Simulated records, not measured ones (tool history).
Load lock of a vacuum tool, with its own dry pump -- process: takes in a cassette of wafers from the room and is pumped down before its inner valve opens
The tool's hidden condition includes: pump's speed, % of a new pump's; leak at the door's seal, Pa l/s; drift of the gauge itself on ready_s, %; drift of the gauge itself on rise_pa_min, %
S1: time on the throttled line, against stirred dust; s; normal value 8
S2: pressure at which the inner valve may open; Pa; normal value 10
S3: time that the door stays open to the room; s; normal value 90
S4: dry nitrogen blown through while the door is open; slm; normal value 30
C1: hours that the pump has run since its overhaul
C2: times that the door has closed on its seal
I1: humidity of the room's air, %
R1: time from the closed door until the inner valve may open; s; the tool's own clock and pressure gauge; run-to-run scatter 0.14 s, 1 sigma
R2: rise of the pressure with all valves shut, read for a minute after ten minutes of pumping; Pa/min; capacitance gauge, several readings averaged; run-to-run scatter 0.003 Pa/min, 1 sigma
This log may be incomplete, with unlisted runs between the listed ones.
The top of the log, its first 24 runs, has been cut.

{"run": 25, "day": 108.942, "S1": 8, "S2": 10, "S3": 90, "S4": 4, "C1": 9009, "C2": 21408, "I1": 48.2, "R1": 20.1, "R2": 0.342}
{"run": 26, "day": 112.254, "S1": 13, "S2": 10, "S3": 61, "S4": 4, "C1": 9088, "C2": 21651, "I1": 46.3, "R1": 23.5, "R2": 0.331}
{"run": 27, "day": 116.862, "S1": 5, "S2": 11, "S3": 90, "S4": 5, "C1": 9199, "C2": 21989, "I1": 47.5, "R1": 18.3, "R2": 0.361}
{"run": 28, "day": 122.996, "S1": 8, "S2": 10, "S3": 29, "S4": 30, "C1": 9346, "C2": 22439, "I1": 42, "R1": 20.1, "R2": 0.314}
{"run": 29, "day": 127.579, "S1": 15, "S2": 10, "S3": 90, "S4": 7, "C1": 9456, "C2": 22775, "I1": 42.5, "R1": 25.3, "R2": 0.367}
{"run": 30, "day": 132.808, "S1": 8, "S2": 10, "S3": 90, "S4": 9, "C1": 9582, "C2": 23159, "I1": 44.1, "R1": 20.1, "R2": 0.368}
{"run": 31, "day": 138.967, "S1": 8, "S2": 10, "S3": 90, "S4": 13, "C1": 9729, "C2": 23611, "I1": 44.5, "R1": 20.4, "R2": 0.385}
{"run": 32, "day": 143.508, "S1": 8, "S2": 10, "S3": 90, "S4": 6, "C1": 9838, "C2": 23944, "I1": 43.5, "R1": 20.5, "R2": 0.395}
{"run": 33, "day": 146.958, "S1": 8, "S2": 10, "S3": 90, "S4": 6, "C1": 9921, "C2": 24197, "I1": 42, "R1": 20.4, "R2": 0.393}
{"day": 151.646, "done": "dry pump taken out, an overhauled one fitted"}
{"run": 34, "day": 151.95, "S1": 8, "S2": 11, "S3": 52, "S4": 9, "C1": 7, "C2": 24545, "I1": 42.1, "R1": 18.2, "R2": 0.383}
{"run": 35, "day": 157.346, "S1": 8, "S2": 11, "S3": 52, "S4": 9, "C1": 137, "C2": 24941, "I1": 40.7, "R1": 18.5, "R2": 0.399}
{"run": 36, "day": 161.825, "S1": 8, "S2": 10, "S3": 90, "S4": 6, "C1": 244, "C2": 25270, "I1": 44.7, "R1": 18.7, "R2": 0.426}

Here are 5 independent what-if runs from the current tool condition. What would each one return?
{"run": "A", "day": 166.638, "S1": 4, "S2": 8, "S3": 90, "S4": 21, "C1": 360, "C2": 25623, "I1": 43, "R1": "?", "R2": "?"}
{"run": "B", "day": 166.638, "S1": 7, "S2": 10, "S3": 38, "S4": 6, "C1": 360, "C2": 25623, "I1": 42.5, "R1": "?", "R2": "?"}
{"run": "C", "day": 166.638, "S1": 6, "S2": 7, "S3": 110, "S4": 6, "C1": 360, "C2": 25623, "I1": 47, "R1": "?", "R2": "?"}
{"run": "D", "day": 166.638, "S1": 8, "S2": 10, "S3": 90, "S4": 16, "C1": 360, "C2": 25623, "I1": 46.3, "R1": "?", "R2": "?"}
{"run": "E", "day": 166.638, "S1": 8, "S2": 10, "S3": 25, "S4": 30, "C1": 360, "C2": 25623, "I1": 46.7, "R1": "?", "R2": "?"}

run=A R1=15.9 R2=0.422
run=B R1=17.7 R2=0.415
run=C R1=17.4 R2=0.438
run=D R1=18.4 R2=0.419
run=E R1=18.4 R2=0.403
Stripped of hidden state, with their random variation kept, the same runs would have yielded:
run=A R1=15.9 R2=0.044
run=B R1=17.7 R2=0.035
run=C R1=17.4 R2=0.071
run=D R1=18.4 R2=0.046
run=E R1=18.5 R2=0.031
